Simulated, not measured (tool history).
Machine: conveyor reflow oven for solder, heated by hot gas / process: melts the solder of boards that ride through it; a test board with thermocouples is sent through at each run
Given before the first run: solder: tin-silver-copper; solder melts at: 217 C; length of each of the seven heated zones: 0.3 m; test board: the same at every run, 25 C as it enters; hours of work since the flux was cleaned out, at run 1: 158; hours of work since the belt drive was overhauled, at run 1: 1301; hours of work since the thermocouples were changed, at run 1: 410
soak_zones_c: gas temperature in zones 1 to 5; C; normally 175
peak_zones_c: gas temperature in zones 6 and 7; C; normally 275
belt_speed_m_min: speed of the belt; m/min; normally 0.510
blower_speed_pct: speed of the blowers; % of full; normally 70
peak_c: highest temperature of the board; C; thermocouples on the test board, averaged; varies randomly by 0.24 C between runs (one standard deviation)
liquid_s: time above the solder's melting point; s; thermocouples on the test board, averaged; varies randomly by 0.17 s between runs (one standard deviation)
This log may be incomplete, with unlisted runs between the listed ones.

run     day  soak_zones_c  peak_zones_c  belt_speed_m_min  blower_speed_pct  hours of work since the flux was cleaned out  hours of work since the belt drive was overhauled  hours of work since the thermocouples were changed  peak_c  liquid_s
  1   0.000           175           275             0.510                70                                           158                                               1301                                                 410   261.0      59.9
  2   1.550           175           275             0.510                70                                           174                                               1317                                                 426   260.3      59.5
  3   3.242           175           275             0.510                70                                           192                                               1335                                                 444   260.6      59.5
  4   5.321           175           275             0.510                70                                           214                                               1357                                                 465   260.3      59.8
  5   7.396           175           288             0.510                70                                           235                                               1378                                                 487   272.1      64.7
      9.967  -- thermocouples of zones 6 and 7 changed
  6  10.267           175           288             0.510                70                                           264                                               1408                                                   3   272.4      65.2
     11.538  -- flux residue cleaned out of gas plates and filters
  7  13.050           175           275             0.510                70                                            16                                               1435                                                  30   262.4      60.7
  8  15.900           175           275             0.510                70                                            46                                               1464                                                  60   262.0      60.6
  9  18.375           175           275             0.510                70                                            72                                               1490                                                  86   261.6      60.4
 10  19.917           176           275             0.510                70                                            88                                               1506                                                 102   261.5      61.2
 11  22.688           176           275             0.510                70                                           117                                               1536                                                 131   261.5      60.9
 12  25.158           175           275             0.418                70                                           143                                               1561                                                 157   266.4      77.8
 13  28.462           175           275             0.510                70                                           177                                               1596                                                 192   261.2      60.4
 14  29.883           175           268             0.510                70                                           192                                               1611                                                 206   254.8      56.7
 15  31.712           175           275             0.510                70                                           211                                               1630                                                 226   260.6      59.8
 16  34.279           166           275             0.510                70                                           238                                               1657                                                 252   259.3      56.4
 17  36.508           175           275             0.553                70                                           262                                               1680                                                 276   257.9      53.4
     38.033  -- flux residue cleaned out of gas plates and filters
 18  38.796           171           275             0.510                70                                             8                                               1702                                                 298   261.2      59.2
     39.871  -- belt drive overhauled, speed set with a stopwatch
 19  40.362           171           275             0.510                70                                            23                                                  5                                                 312   260.5      57.0
 20  43.575           175           275             0.510                78                                            56                                                 39                                                 346   262.8      60.0
 21  45.662           175           275             0.510                78                                            78                                                 61                                                 368   262.3      59.7
 22  48.138           175           275             0.510                78                                           104                                                 87                                                 394   262.3      60.0
 23  50.396           175           275             0.510                78                                           128                                                110                                                 417   262.0      59.5
 24  53.275           175           275             0.531                85                                           158                                                140                                                 448   262.6      57.4
 25  56.400           160           275             0.510                70                                           191                                                173                                                 480   257.5      52.4
 26  58.912           186           275             0.510                70                                           217                                                199                                                 507   261.0      62.5
     59.554  -- thermocouples of zones 6 and 7 changed
 27  62.117           186           282             0.498                57                                           250                                                232                                                  27   264.9      65.4
 28  63.979           175           277             0.510                68                                           269                                                252                                                  46   260.9      58.9
     64.771  -- flux residue cleaned out of gas plates and filters
 29  67.162           177           263             0.457                79                                            25                                                283                                                  78   254.6      64.8

Below are 3 alternative next runs, each starting from the tool's condition after run 29. Predict each:
  A  69.117           177           263             0.511                60                                            46                                                303                                                  98       ?         ?
  B  69.117           177           270             0.457                64                                            46                                                303                                                  98       ?         ?
  C  69.117           177           281             0.548                68                                            46                                                303                                                  98       ?         ?

run  peak_c  liquid_s
  A   247.6      50.8
  B   258.4      65.4
  C   264.5      56.5
Had the tool no hidden state, the same runs would have come out as:
run  peak_c  liquid_s
  A   248.0      50.9
  B   258.9      65.3
  C   265.0      56.4
